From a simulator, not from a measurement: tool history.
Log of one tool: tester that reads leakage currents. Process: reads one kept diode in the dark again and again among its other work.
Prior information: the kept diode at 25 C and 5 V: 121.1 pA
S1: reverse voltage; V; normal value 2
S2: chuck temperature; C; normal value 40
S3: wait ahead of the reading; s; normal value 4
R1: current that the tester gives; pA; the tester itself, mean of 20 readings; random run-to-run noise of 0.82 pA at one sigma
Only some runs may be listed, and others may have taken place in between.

run    hour     S1  S2    S3      R1
  1       0      2  40     4  283.16
  2   214.4      2  40     4  283.05
  3   447.3      2  40     4   286.2
  4   689.8      2  40     4  289.71
  5   938.2      2  40     4  291.88
  6  1190.4      2  40     4  295.94
  7  1382.3      2  40     4  298.21
     1529.3  -- tester calibrated
  8  1601.9    3.2  40     4  362.63
  9  1715.6    3.2  40     4  364.47
 10  1825.5    3.2  40     4  364.35
 11    1963    3.2  21     4   80.76
 12  2071.7      2  41     4  325.08
 13    2242      2  40  0.59   304.6
 14    2407      2  40  0.88  306.55
 15  2598.2      2  40  0.88  308.66
 16  2779.6      2  40  0.88  309.38
 17  3033.6      2  40  0.88  313.55
 18    3210   5.26  40     4  476.19
 19  3432.3   5.26  40     4  476.99
 20  3570.8  10.01  37  6.07  508.21
     3749.6  -- chuck's temperature calibrated
 21  3828.5   2.81  36  1.05  237.79
 22  3976.8   7.27  48  1.05  866.15
 23  4198.9   7.27  48  1.05  875.76
     4234.9  -- probe card cleaned and baked
 24  4319.1  16.48  32     4  365.49
 25  4494.1      2  40  2.59  284.13
 26  4628.5      2  40  2.59  284.12
 27  4815.7      2  26  3.67   95.17
 28  5008.7      2  26  3.67   95.75
 29    5238  19.22  26  4.81  252.08
 30  5364.7  19.22  26  1.43  255.19
 31  5606.1  19.22  26  1.43  258.65
 32  5824.9   1.02  26  0.59   74.61
 33  6010.2   1.02  60   1.9  941.25
 34  6164.7   1.01  35  0.62  155.59
 35  6302.9   1.01  23  3.02   58.93
 36  6477.1   6.57  40  0.49  506.28
 37  6666.5   3.58  40     4  391.08
 38  6815.7   4.06  40   0.4  419.98

Predict each of these 5 candidate next runs independently; none follows another, all start after run 38:
  A  7036     2  59    4   ?
  B  7036  4.92  36  0.4   ?
  C  7036  1.42  23  0.4   ?
  D  7036   2.7  37  9.8   ?
  E  7036  9.63  22    4   ?

run      R1
  A  1199.1
  B  339.91
  C   70.71
  D  283.53
  E  146.36
With the hidden condition removed and each run's random variation left untouched, the same runs would have given:
run       R1
  A  1062.55
  B   295.46
  C    60.72
  D   246.72
  E   124.29

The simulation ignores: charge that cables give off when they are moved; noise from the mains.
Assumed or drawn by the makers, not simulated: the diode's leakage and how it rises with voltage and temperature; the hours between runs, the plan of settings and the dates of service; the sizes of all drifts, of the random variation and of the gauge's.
